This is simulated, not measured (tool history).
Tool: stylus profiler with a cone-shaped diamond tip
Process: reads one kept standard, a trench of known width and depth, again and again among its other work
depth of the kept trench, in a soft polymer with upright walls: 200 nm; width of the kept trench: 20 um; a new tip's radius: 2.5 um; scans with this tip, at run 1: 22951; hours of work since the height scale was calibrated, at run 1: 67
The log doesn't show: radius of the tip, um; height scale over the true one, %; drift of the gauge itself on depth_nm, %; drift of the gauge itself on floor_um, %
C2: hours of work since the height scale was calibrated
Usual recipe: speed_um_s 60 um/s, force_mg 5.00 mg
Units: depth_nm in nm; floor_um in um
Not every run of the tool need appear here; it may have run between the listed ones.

{"run": 1, "hour": 0.0, "speed_um_s": 60, "force_mg": 5.0, "scans with this tip": 22951, "C2": 67, "depth_nm": 204.95, "floor_um": 16.71}
{"run": 2, "hour": 81.7, "speed_um_s": 60, "force_mg": 5.0, "scans with this tip": 23473, "C2": 130, "depth_nm": 204.85, "floor_um": 16.65}
{"run": 3, "hour": 127.9, "speed_um_s": 60, "force_mg": 5.0, "scans with this tip": 23768, "C2": 166, "depth_nm": 205.05, "floor_um": 16.64}
{"run": 4, "hour": 184.6, "speed_um_s": 60, "force_mg": 5.0, "scans with this tip": 24130, "C2": 209, "depth_nm": 204.94, "floor_um": 16.64}
{"run": 5, "hour": 261.1, "speed_um_s": 60, "force_mg": 1.72, "scans with this tip": 24619, "C2": 268, "depth_nm": 202.68, "floor_um": 16.55}
{"run": 6, "hour": 342.7, "speed_um_s": 60, "force_mg": 11.01, "scans with this tip": 25140, "C2": 332, "depth_nm": 208.59, "floor_um": 16.63}
{"run": 7, "hour": 395.9, "speed_um_s": 61, "force_mg": 5.0, "scans with this tip": 25480, "C2": 373, "depth_nm": 205.17, "floor_um": 16.55}
{"run": 8, "hour": 434.0, "speed_um_s": 60, "force_mg": 5.0, "scans with this tip": 25723, "C2": 402, "depth_nm": 205.12, "floor_um": 16.53}
{"run": 9, "hour": 502.2, "speed_um_s": 60, "force_mg": 5.61, "scans with this tip": 26159, "C2": 455, "depth_nm": 205.61, "floor_um": 16.57}
{"run": 10, "hour": 568.6, "speed_um_s": 60, "force_mg": 5.61, "scans with this tip": 26584, "C2": 506, "depth_nm": 205.62, "floor_um": 16.55}
{"run": 11, "hour": 644.0, "speed_um_s": 90, "force_mg": 5.13, "scans with this tip": 27065, "C2": 564, "depth_nm": 205.29, "floor_um": 16.38}
{"hour": 703.0, "done": "new tip fitted, height scale calibrated"}
{"run": 12, "hour": 735.4, "speed_um_s": 94, "force_mg": 5.0, "scans with this tip": 207, "C2": 25, "depth_nm": 205.01, "floor_um": 17.78}
{"run": 13, "hour": 806.9, "speed_um_s": 133, "force_mg": 8.33, "scans with this tip": 664, "C2": 80, "depth_nm": 207.06, "floor_um": 17.75}
{"run": 14, "hour": 893.0, "speed_um_s": 133, "force_mg": 8.33, "scans with this tip": 1214, "C2": 147, "depth_nm": 206.95, "floor_um": 17.72}
{"run": 15, "hour": 982.5, "speed_um_s": 131, "force_mg": 11.61, "scans with this tip": 1785, "C2": 216, "depth_nm": 208.82, "floor_um": 17.68}
{"run": 16, "hour": 1057.9, "speed_um_s": 33, "force_mg": 5.0, "scans with this tip": 2268, "C2": 274, "depth_nm": 204.98, "floor_um": 17.76}

What if the next run were any one of these 3? Each begins from the tool's condition after run 16:
{"run": "A", "hour": 1139.8, "speed_um_s": 129, "force_mg": 5.0, "scans with this tip": 2791, "C2": 337, "depth_nm": "?", "floor_um": "?"}
{"run": "B", "hour": 1139.8, "speed_um_s": 47, "force_mg": 4.98, "scans with this tip": 2791, "C2": 337, "depth_nm": "?", "floor_um": "?"}
{"run": "C", "hour": 1139.8, "speed_um_s": 106, "force_mg": 5.0, "scans with this tip": 2791, "C2": 337, "depth_nm": "?", "floor_um": "?"}

run=A depth_nm=205.22 floor_um=17.47
run=B depth_nm=205.35 floor_um=17.69
run=C depth_nm=205.41 floor_um=17.54
With no hidden state in the tool, these same runs would have given:
run=A depth_nm=204.99 floor_um=17.67
run=B depth_nm=205.12 floor_um=17.89
run=C depth_nm=205.17 floor_um=17.74
